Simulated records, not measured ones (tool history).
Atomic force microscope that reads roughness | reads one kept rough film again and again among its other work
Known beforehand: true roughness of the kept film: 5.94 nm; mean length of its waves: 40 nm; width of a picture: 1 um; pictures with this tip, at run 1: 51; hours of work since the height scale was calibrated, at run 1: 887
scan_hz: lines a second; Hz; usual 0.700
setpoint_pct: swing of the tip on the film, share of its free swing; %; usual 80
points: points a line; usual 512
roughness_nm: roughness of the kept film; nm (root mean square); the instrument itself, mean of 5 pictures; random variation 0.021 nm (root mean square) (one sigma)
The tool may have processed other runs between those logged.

run     day  scan_hz  setpoint_pct  points  pictures with this tip  hours of work since the height scale was calibrated  roughness_nm
  1   0.000    0.700            80     512                      51                                                  887         5.090
  2   1.658    0.700            81     512                     102                                                  914         5.075
      2.971  -- new tip fitted
  3   3.750    0.700            81     512                      24                                                  947         5.089
  4   5.333    0.700            81     512                      72                                                  973         5.084
  5   7.279    0.700            80     512                     131                                                 1005         5.123
      7.612  -- new tip fitted
  6   8.529    3.265            58     704                      28                                                 1025         5.008
  7   9.808    3.265            58     704                      67                                                 1046         4.998
  8  10.833    3.265            58     704                      98                                                 1063         5.000
     12.212  -- new tip fitted
  9  13.100    0.772            62     512                      27                                                 1099         5.334
 10  14.075    0.772            62     512                      57                                                 1115         5.362

Across each entry between runs, compare the hidden state at the last listed run before it with the hidden state at the first listed run after it:
Runs 2 to 3: new tip fitted (day 2.971)
  radius of the tip, nm: 5.2 -> 5.1
Runs 5 to 6: new tip fitted (day 7.612)
  radius of the tip, nm: 5.3 -> 5.1
Runs 8 to 9: new tip fitted (day 12.212)
  radius of the tip, nm: 5.2 -> 5.1
